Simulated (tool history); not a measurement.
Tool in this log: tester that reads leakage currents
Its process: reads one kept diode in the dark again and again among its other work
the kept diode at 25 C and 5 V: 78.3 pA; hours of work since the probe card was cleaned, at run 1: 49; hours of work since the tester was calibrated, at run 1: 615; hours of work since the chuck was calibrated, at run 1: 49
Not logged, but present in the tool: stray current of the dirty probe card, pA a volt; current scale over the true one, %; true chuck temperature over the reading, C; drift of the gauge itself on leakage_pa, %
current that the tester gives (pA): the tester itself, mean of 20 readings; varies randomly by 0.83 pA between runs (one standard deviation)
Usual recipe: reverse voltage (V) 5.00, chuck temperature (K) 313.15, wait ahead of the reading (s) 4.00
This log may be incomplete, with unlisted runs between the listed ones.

run,day,reverse voltage (V),chuck temperature (K),wait ahead of the reading (s),hours of work since the probe card was cleaned,hours of work since the tester was calibrated,hours of work since the chuck was calibrated,current that the tester gives (pA)
1,0.000,5.00,313.15,4.00,49,615,49,281.47
2,6.283,5.00,313.15,4.00,163,729,163,284.75
3,13.383,5.00,313.15,4.00,292,857,292,290.74
4,18.279,5.00,313.15,4.00,381,946,381,294.24
5,22.042,5.00,313.15,4.00,449,1014,449,297.18
6,26.796,5.00,313.15,0.46,535,1101,535,303.55
7,33.688,3.30,313.15,0.46,660,1226,660,269.33
8,38.154,3.30,313.15,0.46,741,1307,741,272.45
9,43.733,3.30,313.15,0.46,842,1408,842,277.57
# day 44.417: chuck's temperature calibrated
10,48.583,3.30,313.15,0.46,929,1494,76,296.96
11,55.388,3.96,302.15,1.16,1052,1618,199,132.16
12,60.988,8.78,314.15,0.44,1154,1719,301,456.76

Below are 5 alternative next runs, each starting from the tool's condition after run 12. Predict each:
A,64.642,8.78,316.15,0.44,1220,1785,367,?
B,64.642,5.00,309.15,4.00,1220,1785,367,?
C,64.642,1.03,317.15,0.44,1220,1785,367,?
D,64.642,5.00,329.15,4.46,1220,1785,367,?
E,64.642,8.78,326.15,1.60,1220,1785,367,?

run,current that the tester gives (pA)
A,535.10
B,256.71
C,289.34
D,1158.82
E,1110.81
The same runs, with their run-to-run variation unchanged, on a tool lacking any hidden condition would have given:
run,current that the tester gives (pA)
A,423.44
B,200.13
C,229.94
D,935.58
E,892.18

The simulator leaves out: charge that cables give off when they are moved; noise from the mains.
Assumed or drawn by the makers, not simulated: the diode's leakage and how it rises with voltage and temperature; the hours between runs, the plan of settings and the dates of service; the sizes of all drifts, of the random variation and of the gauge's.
